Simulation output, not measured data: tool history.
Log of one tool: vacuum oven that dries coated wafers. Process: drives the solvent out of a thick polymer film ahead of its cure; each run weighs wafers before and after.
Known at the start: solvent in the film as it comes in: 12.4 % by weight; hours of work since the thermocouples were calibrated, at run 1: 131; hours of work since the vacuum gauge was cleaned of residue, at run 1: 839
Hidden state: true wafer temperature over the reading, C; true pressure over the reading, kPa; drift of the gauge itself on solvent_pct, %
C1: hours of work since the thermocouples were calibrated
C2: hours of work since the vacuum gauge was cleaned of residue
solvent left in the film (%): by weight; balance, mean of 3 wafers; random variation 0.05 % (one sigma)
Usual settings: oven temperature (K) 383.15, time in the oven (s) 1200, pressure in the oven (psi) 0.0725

Run 1, day 0.000: usual settings; C1 131; C2 839. Result: solvent left in the film (%) 0.73.
Run 2, day 1.229: usual settings; C1 147; C2 855. Result: solvent left in the film (%) 0.68.
Run 3, day 2.521: usual settings but pressure in the oven (psi) 0.1284; C1 164; C2 872. Result: solvent left in the film (%) 0.94.
Run 4, day 4.183: usual settings but pressure in the oven (psi) 0.1284; C1 185; C2 893. Result: solvent left in the film (%) 0.94.
Run 5, day 5.383: usual settings but pressure in the oven (psi) 0.1284; C1 201; C2 909. Result: solvent left in the film (%) 0.91.
Run 6, day 6.700: usual settings; C1 218; C2 926. Result: solvent left in the film (%) 0.73.
Run 7, day 7.854: usual settings but time in the oven (s) 2040, pressure in the oven (psi) 0.1536; C1 233; C2 941. Result: solvent left in the film (%) 0.90.
Run 8, day 8.588: usual settings but time in the oven (s) 2040, pressure in the oven (psi) 0.1536; C1 242; C2 950. Result: solvent left in the film (%) 0.77.
Run 9, day 10.088: usual settings but oven temperature (K) 382.15, time in the oven (s) 1440, pressure in the oven (psi) 0.2058; C1 262; C2 969. Result: solvent left in the film (%) 1.35.
Run 10, day 11.271: usual settings but oven temperature (K) 385.15, time in the oven (s) 1380, pressure in the oven (psi) 0.0666; C1 277; C2 985. Result: solvent left in the film (%) 0.52.
Run 11, day 12.338: usual settings but oven temperature (K) 388.15, time in the oven (s) 780, pressure in the oven (psi) 0.0685; C1 291; C2 999. Result: solvent left in the film (%) 0.88.
Run 12, day 13.142: usual settings but oven temperature (K) 374.15, time in the oven (s) 1740, pressure in the oven (psi) 0.0661; C1 301; C2 1009. Result: solvent left in the film (%) 0.97.

3 ways to go on from here, each from the tool as it stands after run 12. What would each give?
Run A, day 14.275: usual settings but oven temperature (K) 391.15, time in the oven (s) 1020, pressure in the oven (psi) 0.2664; C1 316; C2 1024. Result: solvent left in the film (%) ?.
Run B, day 14.275: usual settings but oven temperature (K) 390.15, time in the oven (s) 1560, pressure in the oven (psi) 0.0661; C1 316; C2 1024. Result: solvent left in the film (%) ?.
Run C, day 14.275: usual settings but oven temperature (K) 397.15, time in the oven (s) 1260, pressure in the oven (psi) 0.0441; C1 316; C2 1024. Result: solvent left in the film (%) ?.

run  solvent left in the film (%)
  A                          1.22
  B                          0.28
  C                          0.20
Without the tool's hidden state the same runs would have given:
run  solvent left in the film (%)
  A                          1.20
  B                          0.27
  C                          0.19

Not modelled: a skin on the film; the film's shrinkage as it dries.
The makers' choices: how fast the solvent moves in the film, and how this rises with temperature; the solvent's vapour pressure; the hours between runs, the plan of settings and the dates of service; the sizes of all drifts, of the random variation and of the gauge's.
